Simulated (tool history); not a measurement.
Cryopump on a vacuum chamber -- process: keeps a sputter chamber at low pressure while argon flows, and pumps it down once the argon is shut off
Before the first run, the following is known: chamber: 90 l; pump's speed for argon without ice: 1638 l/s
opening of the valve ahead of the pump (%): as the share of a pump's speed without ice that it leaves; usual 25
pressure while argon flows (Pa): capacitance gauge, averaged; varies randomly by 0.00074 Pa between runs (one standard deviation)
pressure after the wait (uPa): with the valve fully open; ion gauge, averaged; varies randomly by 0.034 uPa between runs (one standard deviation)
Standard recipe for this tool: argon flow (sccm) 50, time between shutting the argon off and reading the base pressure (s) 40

run,hour,argon flow (sccm),time between shutting the argon off and reading the base pressure (s),opening of the valve ahead of the pump (%),pressure while argon flows (Pa),pressure after the wait (uPa)
1,0,50,40,25,0.2113,2.75
2,53.4,50,40,25,0.2125,2.73
3,156.4,50,40,25,0.2127,2.78
4,211.8,50,40,26,0.2032,2.77
5,259.8,50,40,25,0.2114,2.84
6,345.7,50,28,25,0.2133,3.43
7,457.7,50,28,25,0.2136,3.54
8,508.9,50,28,25,0.2142,3.68
9,605.7,50,25,25,0.2135,3.86
# hour 716.3: pump warmed up, emptied and cooled again
10,730.3,50,109,25,0.2068,1.75
11,800.5,50,109,25,0.2089,1.79
12,878.6,50,109,25,0.2077,1.83
13,955.5,50,109,25,0.2078,1.84
14,1026.8,50,109,25,0.2092,1.92
15,1117.2,50,109,25,0.2071,1.88
16,1174.3,50,109,52,0.1011,1.9
17,1243.9,50,109,52,0.1016,1.97
18,1301,50,109,52,0.1021,2.01
19,1394.4,50,109,52,0.1016,2.01
20,1492.9,76,200,55,0.1473,1.74
21,1607.3,70,239,54,0.1387,1.77
22,1691.4,70,239,54,0.1388,1.79
23,1807.8,43,182,37,0.1242,1.89
24,1877,43,21,18,0.25,4.74
25,1964.4,43,21,18,0.2515,4.7
26,2080.2,50,40,16,0.3289,3.34
27,2191.3,55,40,26,0.2263,3.32
28,2274.7,57,210,25,0.2403,2.05
29,2367.4,70,95,15,0.4915,2.44
30,2461,70,95,15,0.489,2.48
31,2528.8,77,95,19,0.4331,2.54
32,2643.9,88,24,17,0.5491,4.56
33,2693.6,38,101,49,0.086,2.55

4 options for the next run, each taken on its own from the tool as it stands now. Forecast them:
# hour 2777.9: pump warmed up, emptied and cooled again
A,2777.9,41,48,49,?,?
# hour 2777.9: pump warmed up, emptied and cooled again
B,2777.9,51,44,15,?,?
# hour 2777.9: pump warmed up, emptied and cooled again
C,2777.9,50,171,25,?,?
# hour 2777.9: pump warmed up, emptied and cooled again
D,2777.9,50,291,25,?,?

run,pressure while argon flows (Pa),pressure after the wait (uPa)
A,0.0877,3.08
B,0.353,3.24
C,0.2066,2.11
D,0.2085,1.92
The same runs, with their run-to-run variation unchanged, on a tool lacking any hidden condition would have given:
run,pressure while argon flows (Pa),pressure after the wait (uPa)
A,0.0866,1.54
B,0.3516,1.71
C,0.2053,0.58
D,0.2072,0.41
